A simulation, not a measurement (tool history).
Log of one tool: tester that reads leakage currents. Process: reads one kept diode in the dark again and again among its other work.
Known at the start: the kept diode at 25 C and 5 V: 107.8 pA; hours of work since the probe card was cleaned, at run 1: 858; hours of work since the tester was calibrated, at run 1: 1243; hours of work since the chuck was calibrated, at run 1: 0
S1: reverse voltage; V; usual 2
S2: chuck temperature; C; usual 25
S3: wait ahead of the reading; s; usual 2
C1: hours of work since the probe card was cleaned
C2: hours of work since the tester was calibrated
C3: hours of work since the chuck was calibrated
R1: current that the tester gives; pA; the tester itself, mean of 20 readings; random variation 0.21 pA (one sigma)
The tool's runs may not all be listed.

run,hour,S1,S2,S3,C1,C2,C3,R1
1,0,2,25,2,858,1243,0,69.04
2,35.5,2,25,2,879,1264,21,69.37
3,96.4,2,25,2,914,1299,56,69.49
4,125.6,2,25,2,931,1316,73,69.01
5,160,2,32,2,951,1336,93,113.67
6,187.6,4.79,25,2,967,1352,109,108.4
7,241.9,1.2,25,2,998,1383,140,53.03
8,282.3,1.2,25,2,1021,1406,163,52.78
9,345.1,1.2,25,2,1058,1443,200,53.01
10,392.6,1.2,25,2,1085,1470,227,52.85
11,450.5,1.2,25,2,1119,1504,261,52.94
12,485.5,3.04,25,2,1139,1524,281,85.64
13,540.3,3.04,25,2,1171,1556,312,85.14
14,597.7,2,34,2,1204,1589,346,129.08
15,634.4,2,34,2,1225,1610,367,128.81
16,687.8,1.58,45,0.85,1256,1641,398,237.1
17,736.3,1.58,45,0.85,1284,1669,426,236.6
18,766.7,16.52,43,1.26,1301,1687,443,696.58
19,799.9,16.52,43,1.26,1321,1706,463,692.73
# hour 807.3: tester calibrated
20,857.4,6.79,25,2,1353,29,495,128.03
21,914.7,2,25,1.36,1386,62,528,67.91
22,959.6,2,25,1.36,1412,88,554,68.27
# hour 1022.1: tester calibrated, once more
23,1024.3,2,25,1.36,1448,1,590,67.46
24,1081.7,2,39,2.05,1481,35,623,177.73
25,1135.7,2,39,2.05,1513,66,655,177.23
26,1197.1,2.86,27,2,1548,101,690,93.55
27,1254.1,2.86,27,2,1581,134,723,93.2
28,1286.7,2.86,27,2,1600,153,742,92.34
29,1337.1,2.43,24,1.03,1629,182,771,68.97

Forecast each of these 3 alternatives for the next run:
A,1384,7.32,27,0.9,1656,209,798,?
B,1384,1.32,38,0.47,1656,209,798,?
C,1384,3.02,24,0.62,1656,209,798,?

run,R1
A,151.47
B,133.35
C,77.11
Without the tool's hidden state the same runs would have given:
run,R1
A,151.47
B,136.81
C,77.68
